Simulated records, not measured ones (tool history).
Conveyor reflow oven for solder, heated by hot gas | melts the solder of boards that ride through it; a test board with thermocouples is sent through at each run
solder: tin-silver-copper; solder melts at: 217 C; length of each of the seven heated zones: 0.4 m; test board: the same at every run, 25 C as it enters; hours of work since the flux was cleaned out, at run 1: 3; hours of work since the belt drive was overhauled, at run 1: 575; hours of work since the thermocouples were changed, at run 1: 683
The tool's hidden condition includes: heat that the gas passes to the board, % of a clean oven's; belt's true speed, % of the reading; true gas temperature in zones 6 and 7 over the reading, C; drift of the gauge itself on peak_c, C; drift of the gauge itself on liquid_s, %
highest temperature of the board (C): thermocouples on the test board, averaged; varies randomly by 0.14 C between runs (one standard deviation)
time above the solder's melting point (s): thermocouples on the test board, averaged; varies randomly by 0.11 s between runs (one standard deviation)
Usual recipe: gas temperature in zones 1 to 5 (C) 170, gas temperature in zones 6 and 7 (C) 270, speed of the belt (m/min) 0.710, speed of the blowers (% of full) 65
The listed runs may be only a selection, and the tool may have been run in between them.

| run | hour | gas temperature in zones 1 to 5 (C) | gas temperature in zones 6 and 7 (C) | speed of the belt (m/min) | speed of the blowers (% of full) | hours of work since the flux was cleaned out | hours of work since the belt drive was overhauled | hours of work since the thermocouples were changed | highest temperature of the board (C) | time above the solder's melting point (s) |
|---|---|---|---|---|---|---|---|---|---|---|
| 1 | 0.0 | 170 | 270 | 0.710 | 65 | 3 | 575 | 683 | 261.5 | 56.3 |
| 2 | 12.9 | 170 | 270 | 0.808 | 65 | 11 | 584 | 692 | 258.1 | 47.2 |
| 3 | 40.4 | 156 | 270 | 0.710 | 65 | 29 | 602 | 710 | 260.0 | 52.2 |
| 4 | 64.5 | 156 | 270 | 0.710 | 65 | 45 | 618 | 726 | 259.9 | 51.7 |
| 5 | 90.0 | 156 | 270 | 0.710 | 65 | 62 | 634 | 742 | 260.0 | 51.9 |
| 6 | 117.2 | 156 | 270 | 0.710 | 65 | 80 | 652 | 760 | 259.8 | 51.7 |
|  | 123.9 | belt drive overhauled, speed set with a stopwatch |
| 7 | 143.7 | 170 | 270 | 0.710 | 65 | 94 | 13 | 775 | 261.5 | 56.4 |
| 8 | 172.4 | 170 | 270 | 0.710 | 65 | 113 | 32 | 794 | 261.3 | 56.2 |
| 9 | 190.7 | 170 | 270 | 0.710 | 65 | 125 | 44 | 806 | 261.6 | 56.5 |
|  | 204.8 | thermocouples of zones 6 and 7 changed |
| 10 | 211.1 | 170 | 270 | 0.710 | 65 | 137 | 56 | 4 | 258.4 | 55.0 |
|  | 242.2 | belt drive overhauled, speed set with a stopwatch, once more |
| 11 | 242.5 | 170 | 270 | 0.710 | 65 | 155 | 0 | 22 | 257.8 | 53.8 |
| 12 | 266.9 | 170 | 270 | 0.710 | 65 | 171 | 16 | 38 | 258.0 | 53.7 |
| 13 | 280.6 | 170 | 261 | 0.710 | 61 | 180 | 25 | 47 | 249.2 | 48.4 |
| 14 | 307.7 | 170 | 285 | 0.769 | 61 | 198 | 43 | 65 | 268.8 | 53.6 |
|  | 322.6 | flux residue cleaned out of gas plates and filters |
| 15 | 332.3 | 170 | 273 | 0.710 | 65 | 6 | 56 | 78 | 261.8 | 56.1 |
| 16 | 356.8 | 170 | 273 | 0.710 | 65 | 22 | 72 | 94 | 262.1 | 55.7 |
| 17 | 381.2 | 170 | 273 | 0.710 | 65 | 38 | 88 | 110 | 261.8 | 55.7 |
| 18 | 398.3 | 157 | 270 | 0.619 | 52 | 50 | 99 | 121 | 259.4 | 59.6 |
| 19 | 422.4 | 170 | 271 | 0.710 | 65 | 66 | 115 | 137 | 259.8 | 54.9 |
| 20 | 450.0 | 174 | 268 | 0.632 | 65 | 84 | 133 | 155 | 260.4 | 63.9 |
| 21 | 464.5 | 170 | 270 | 0.758 | 74 | 93 | 143 | 165 | 258.1 | 50.6 |
| 22 | 480.3 | 165 | 270 | 0.840 | 65 | 104 | 153 | 175 | 253.0 | 40.8 |
| 23 | 496.7 | 165 | 259 | 0.653 | 71 | 114 | 164 | 186 | 251.0 | 53.8 |

Predict each of these 3 candidate next runs independently; none follows another, all start after run 23:
| A | 515.8 | 178 | 279 | 0.710 | 51 | 127 | 176 | 198 | ? | ? |
| B | 515.8 | 176 | 270 | 0.700 | 65 | 127 | 176 | 198 | ? | ? |
| C | 515.8 | 165 | 281 | 0.653 | 71 | 127 | 176 | 198 | ? | ? |

| run | highest temperature of the board (C) | time above the solder's melting point (s) |
|---|---|---|
| A | 266.7 | 59.9 |
| B | 260.0 | 57.6 |
| C | 271.5 | 64.3 |
What these runs would have given with no unlogged condition in the tool:
| run | highest temperature of the board (C) | time above the solder's melting point (s) |
|---|---|---|
| A | 266.9 | 59.9 |
| B | 260.2 | 57.8 |
| C | 271.7 | 64.4 |
